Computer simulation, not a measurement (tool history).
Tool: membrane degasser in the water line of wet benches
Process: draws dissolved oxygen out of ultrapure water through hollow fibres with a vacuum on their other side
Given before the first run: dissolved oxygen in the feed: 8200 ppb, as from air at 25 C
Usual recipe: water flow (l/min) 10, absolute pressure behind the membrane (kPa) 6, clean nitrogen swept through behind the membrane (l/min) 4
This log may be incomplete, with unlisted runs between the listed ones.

run	hour	water flow (l/min)	absolute pressure behind the membrane (kPa)	clean nitrogen swept through behind the membrane (l/min)	dissolved oxygen in the water behind the degasser (ppb)	pressure that the water loses in the fibres (kPa)
1	0	10	6	4	27.1	54.4
2	121.3	10	6	4	27.1	54.71
3	186.9	10	3.78	4	13.3	54.9
4	238.2	10	7.22	4	35.8	54.32
5	291.3	10	7.22	4	34.9	54.44
6	411.6	10	6	4	28	54.94
7	496.3	10	6	4	28.5	55.01
8	591.3	10	6	4	29.1	54.83
9	677.6	10	6	4	27.7	54.77
10	767.1	10	12.04	4	66.2	54.93
11	826.7	10	6	4	28.1	55.16
12	886.4	10	7.1	4	34.8	54.36
13	938.2	10	7.1	4	35.5	55.06
# hour 947.8: vacuum gauge calibrated
14	1009.9	10	7.1	4	35.8	55.03
15	1083.5	8	7.1	4	26.7	43.99
16	1184.5	15	14.3	4.85	107.8	82.42
# hour 1281.4: vacuum gauge calibrated, once more
17	1300.6	15	14.13	10.49	61.3	82.32
18	1352	15	14.13	10.49	61.6	82.21
19	1439.2	15	6.93	11.75	34.5	82.57
20	1540.5	15	6.93	11.75	34.4	82.6
21	1618.3	15	5.81	9.5	32.4	82.69
22	1730.2	13	5.81	9.5	26.1	71.49
23	1837.6	6	9.92	5.58	22.6	32.95
24	1919.7	8	6.27	7.99	14.1	44.2
25	2008.9	8	3.65	7.99	7.6	44.08
26	2070	9	3.65	2.54	12.8	49.81
27	2156.3	10	7.85	4.98	34.3	55.12

Here are 3 independent what-if runs from the current tool condition. What would each one return?
A	2239.6	12	9.65	4	?	?
B	2239.6	7	6	5.64	?	?
C	2239.6	13	11.42	4.98	?	?

run	dissolved oxygen in the water behind the degasser (ppb)	pressure that the water loses in the fibres (kPa)
A	63.5	66.02
B	14	38.68
C	73.4	71.76
With the hidden condition removed and each run's random variation left untouched, the same runs would have given:
run	dissolved oxygen in the water behind the degasser (ppb)	pressure that the water loses in the fibres (kPa)
A	59.4	63.92
B	12.5	37.45
C	68.7	69.48
